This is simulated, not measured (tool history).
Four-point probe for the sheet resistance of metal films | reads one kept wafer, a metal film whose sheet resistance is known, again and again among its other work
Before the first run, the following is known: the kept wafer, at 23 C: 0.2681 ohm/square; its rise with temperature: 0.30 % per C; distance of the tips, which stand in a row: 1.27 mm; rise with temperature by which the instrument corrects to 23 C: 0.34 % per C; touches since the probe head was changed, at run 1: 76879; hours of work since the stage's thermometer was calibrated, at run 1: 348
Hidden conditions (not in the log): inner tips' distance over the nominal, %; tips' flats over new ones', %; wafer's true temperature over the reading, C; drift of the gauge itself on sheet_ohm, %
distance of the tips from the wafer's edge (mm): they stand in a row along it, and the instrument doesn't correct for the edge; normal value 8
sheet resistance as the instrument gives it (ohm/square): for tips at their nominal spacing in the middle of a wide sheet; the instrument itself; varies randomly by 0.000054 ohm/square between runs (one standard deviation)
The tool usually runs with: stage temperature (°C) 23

run	hour	stage temperature (°C)	distance of the tips from the wafer's edge (mm)	touches since the probe head was changed	hours of work since the stage's thermometer was calibrated	sheet resistance as the instrument gives it (ohm/square)
1	0.0	23	8	76879	348	0.272550
2	67.5	23	8	78813	375	0.272570
3	124.9	23	8	80459	398	0.272602
4	173.7	23	8	81857	417	0.272570
5	216.1	23	8	83074	434	0.272656
6	246.8	23	8	83953	447	0.272652
7	294.9	23	8	85332	466	0.272708
# hour 300.8: stage's thermometer calibrated
8	331.0	34	25	86354	12	0.268175
9	390.4	23	55	88055	36	0.269128
10	453.3	33	18	89861	61	0.268686
11	515.3	33	18	91636	86	0.268653
12	554.0	23	67	92746	102	0.269053
13	581.9	33	5	93548	113	0.277023

3 options for the next run, each taken on its own from the tool as it stands now. Forecast them:
A	641.4	20	28	95252	137	?
B	641.4	30	12	95252	137	?
C	641.4	33	6	95252	137	?

run	sheet resistance as the instrument gives it (ohm/square)
A	0.269730
B	0.269930
C	0.274324
Without the tool's hidden state the same runs would have given:
run	sheet resistance as the instrument gives it (ohm/square)
A	0.268743
B	0.268936
C	0.273314
